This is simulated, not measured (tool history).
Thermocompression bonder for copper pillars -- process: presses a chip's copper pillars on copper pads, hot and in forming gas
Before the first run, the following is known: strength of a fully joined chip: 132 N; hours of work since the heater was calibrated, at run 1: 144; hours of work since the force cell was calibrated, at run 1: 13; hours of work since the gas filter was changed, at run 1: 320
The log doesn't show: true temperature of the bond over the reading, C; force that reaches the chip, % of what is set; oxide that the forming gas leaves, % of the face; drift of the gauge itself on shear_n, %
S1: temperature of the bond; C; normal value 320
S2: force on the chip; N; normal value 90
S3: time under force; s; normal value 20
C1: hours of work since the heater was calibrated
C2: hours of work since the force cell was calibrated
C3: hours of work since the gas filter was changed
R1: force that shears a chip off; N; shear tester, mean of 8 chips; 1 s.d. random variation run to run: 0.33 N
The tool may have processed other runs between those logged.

| run | hour | S1 | S2 | S3 | C1 | C2 | C3 | R1 |
|---|---|---|---|---|---|---|---|---|
| 1 | 0.0 | 320 | 90 | 20 | 144 | 13 | 320 | 52.0 |
| 2 | 34.7 | 344 | 90 | 20 | 161 | 30 | 337 | 66.3 |
| 3 | 76.2 | 344 | 90 | 20 | 182 | 50 | 357 | 67.1 |
|  | 97.4 | forming gas filter changed |
| 4 | 142.4 | 344 | 90 | 20 | 214 | 82 | 22 | 72.9 |
| 5 | 186.8 | 320 | 90 | 20 | 236 | 104 | 44 | 56.6 |
| 6 | 247.7 | 320 | 90 | 30 | 266 | 134 | 74 | 64.7 |
| 7 | 289.9 | 320 | 90 | 30 | 286 | 155 | 95 | 64.9 |
| 8 | 352.2 | 320 | 90 | 20 | 317 | 186 | 125 | 56.0 |
| 9 | 409.7 | 320 | 90 | 20 | 345 | 214 | 154 | 55.2 |
| 10 | 451.4 | 320 | 90 | 20 | 366 | 234 | 174 | 55.6 |
| 11 | 483.4 | 320 | 90 | 20 | 382 | 250 | 190 | 54.3 |
| 12 | 544.8 | 305 | 90 | 20 | 412 | 280 | 220 | 45.6 |
| 13 | 604.5 | 305 | 90 | 20 | 441 | 310 | 249 | 45.6 |
| 14 | 660.6 | 305 | 90 | 20 | 469 | 337 | 277 | 45.3 |
| 15 | 701.6 | 305 | 90 | 20 | 489 | 357 | 297 | 45.6 |
| 16 | 757.3 | 305 | 90 | 20 | 516 | 385 | 325 | 44.9 |
| 17 | 789.2 | 305 | 90 | 20 | 532 | 400 | 340 | 44.7 |
| 18 | 818.3 | 305 | 90 | 20 | 546 | 415 | 355 | 44.5 |
|  | 845.7 | forming gas filter changed |
| 19 | 847.8 | 305 | 90 | 20 | 561 | 429 | 1 | 49.4 |
| 20 | 903.4 | 305 | 90 | 20 | 588 | 456 | 28 | 49.0 |
| 21 | 956.6 | 305 | 90 | 20 | 614 | 483 | 55 | 49.1 |
| 22 | 1002.5 | 305 | 90 | 20 | 637 | 505 | 77 | 48.9 |
| 23 | 1036.4 | 305 | 90 | 20 | 653 | 522 | 94 | 48.3 |
| 24 | 1063.6 | 305 | 90 | 20 | 667 | 535 | 107 | 48.3 |
| 25 | 1105.7 | 338 | 90 | 24 | 687 | 556 | 128 | 74.0 |
| 26 | 1138.3 | 332 | 90 | 35 | 703 | 572 | 144 | 78.9 |
| 27 | 1180.8 | 332 | 90 | 35 | 724 | 593 | 165 | 78.4 |
| 28 | 1238.8 | 332 | 90 | 35 | 753 | 621 | 193 | 78.2 |
| 29 | 1288.8 | 325 | 90 | 26 | 777 | 646 | 218 | 66.2 |
| 30 | 1327.5 | 325 | 108 | 26 | 797 | 665 | 237 | 76.6 |
| 31 | 1375.4 | 320 | 64 | 15 | 820 | 689 | 261 | 35.5 |
| 32 | 1403.2 | 320 | 66 | 20 | 834 | 702 | 274 | 41.0 |
| 33 | 1453.5 | 349 | 97 | 14 | 859 | 727 | 299 | 72.1 |
| 34 | 1505.7 | 333 | 91 | 18 | 884 | 753 | 325 | 63.9 |
| 35 | 1535.3 | 333 | 91 | 18 | 899 | 767 | 339 | 62.5 |
|  | 1558.0 | heater calibrated with a thermocouple chip |
|  | 1593.5 | forming gas filter changed |
| 36 | 1596.5 | 333 | 91 | 18 | 19 | 796 | 1 | 66.1 |
| 37 | 1634.9 | 304 | 86 | 20 | 38 | 815 | 20 | 45.6 |
| 38 | 1694.4 | 306 | 110 | 50 | 67 | 844 | 50 | 81.1 |
| 39 | 1737.8 | 306 | 110 | 17 | 88 | 866 | 71 | 55.7 |

Results for each run, recomputed without the tool's hidden state and with each run's random variation untouched:
| run | R1 |
|---|---|
| 1 | 55.6 |
| 2 | 71.3 |
| 3 | 72.3 |
| 4 | 72.1 |
| 5 | 55.9 |
| 6 | 64.2 |
| 7 | 64.7 |
| 8 | 55.9 |
| 9 | 55.4 |
| 10 | 55.9 |
| 11 | 54.8 |
| 12 | 46.0 |
| 13 | 46.2 |
| 14 | 46.0 |
| 15 | 46.4 |
| 16 | 45.9 |
| 17 | 45.8 |
| 18 | 45.7 |
| 19 | 46.3 |
| 20 | 46.0 |
| 21 | 46.2 |
| 22 | 46.2 |
| 23 | 45.7 |
| 24 | 45.8 |
| 25 | 71.7 |
| 26 | 76.8 |
| 27 | 76.6 |
| 28 | 76.8 |
| 29 | 64.6 |
| 30 | 75.7 |
| 31 | 34.1 |
| 32 | 39.6 |
| 33 | 71.9 |
| 34 | 63.4 |
| 35 | 62.2 |
| 36 | 63.5 |
| 37 | 43.6 |
| 38 | 78.9 |
| 39 | 53.8 |

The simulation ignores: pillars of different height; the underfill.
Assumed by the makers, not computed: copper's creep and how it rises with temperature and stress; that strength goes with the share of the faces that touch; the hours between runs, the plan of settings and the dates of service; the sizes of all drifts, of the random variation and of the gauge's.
